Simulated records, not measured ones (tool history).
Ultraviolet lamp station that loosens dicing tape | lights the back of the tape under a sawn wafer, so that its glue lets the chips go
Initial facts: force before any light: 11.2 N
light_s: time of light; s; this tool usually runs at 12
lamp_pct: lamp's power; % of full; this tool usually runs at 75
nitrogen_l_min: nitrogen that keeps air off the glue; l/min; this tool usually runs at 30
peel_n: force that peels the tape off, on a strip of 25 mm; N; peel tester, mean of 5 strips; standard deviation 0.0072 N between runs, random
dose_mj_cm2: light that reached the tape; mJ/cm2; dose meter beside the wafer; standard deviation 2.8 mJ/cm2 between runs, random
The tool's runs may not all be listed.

run    day  light_s  lamp_pct  nitrogen_l_min  peel_n  dose_mj_cm2
  1  0.000       12        75              30   0.272          375
  2  0.304       12        75              30   0.267          367
  3  0.738       12        62              30   0.419          304
  4  0.979       12        62              30   0.416          305
     1.025  -- window cleaned of glue's vapour
  5  1.254       17        75              30   0.161          519
  6  1.462       17        75              30   0.170          515
  7  1.904       18        88              17   0.180          646
  8  2.304       18        88              17   0.178          645
  9  2.658       12        69              30   0.335          335
 10  3.033       12        69              30   0.350          328

Each row is a separate what-if for the run after 10, all from the same tool condition, not one after another. Results?
  A  3.512       14        98              30       ?            ?
  B  3.512        7        76              30       ?            ?
  C  3.512       12        69              12       ?            ?
  D  3.512       19        69              30       ?            ?

run  peel_n  dose_mj_cm2
  A   0.181          545
  B   0.923          216
  C   0.809          331
  D   0.169          523
Stripped of hidden state, with their random variation kept, the same runs would have yielded:
run  peel_n  dose_mj_cm2
  A   0.178          573
  B   0.826          228
  C   0.720          349
  D   0.164          550

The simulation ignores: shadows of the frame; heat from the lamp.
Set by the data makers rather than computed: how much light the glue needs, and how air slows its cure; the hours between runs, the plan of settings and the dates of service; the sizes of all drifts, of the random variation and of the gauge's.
